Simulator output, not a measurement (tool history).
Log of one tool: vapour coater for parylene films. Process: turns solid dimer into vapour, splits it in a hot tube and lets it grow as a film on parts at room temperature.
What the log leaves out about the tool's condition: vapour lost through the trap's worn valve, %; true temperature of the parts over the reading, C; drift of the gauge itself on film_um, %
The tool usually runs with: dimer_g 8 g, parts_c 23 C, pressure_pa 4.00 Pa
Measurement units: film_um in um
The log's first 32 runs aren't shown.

run	hour	dimer_g	parts_c	pressure_pa	hours of work since the trap's valve was overhauled	hours of work since the table's thermometer was calibrated	film_um
33	1599.7	11	23	2.58	180	607	7.93
34	1662.6	8	25	4.00	226	654	5.17
35	1730.1	7	34	10.67	276	704	3.03
36	1778.7	7	34	10.67	312	739	3.01
37	1845.4	7	34	10.67	361	789	3.00
38	1883.3	7	31	10.67	389	817	3.35
39	1912.0	6	23	2.62	410	838	4.14
# hour 1929.1: table's thermometer calibrated
40	1941.9	7	23	5.12	431	9	4.62
41	1976.0	11	16	11.41	456	35	8.77
42	2034.0	11	16	11.41	499	77	8.71
# hour 2076.2: trap's valve overhauled
43	2086.4	11	16	11.41	8	113	9.40
44	2145.2	11	25	4.56	51	156	7.24
45	2188.3	11	16	9.69	83	188	9.35
46	2218.6	8	28	4.00	105	211	4.68
47	2279.5	8	28	4.00	150	255	4.71

Branching from run 47: 3 alternative next runs. What would each branch give?
A	2317.6	4	23	4.00	178	283	?
B	2317.6	5	28	4.00	178	283	?
C	2317.6	7	21	4.00	178	283	?

run	film_um
A	2.82
B	2.95
C	5.25
The same runs, with their run-to-run variation unchanged, on a tool lacking any hidden condition would have given:
run	film_um
A	2.94
B	3.08
C	5.48
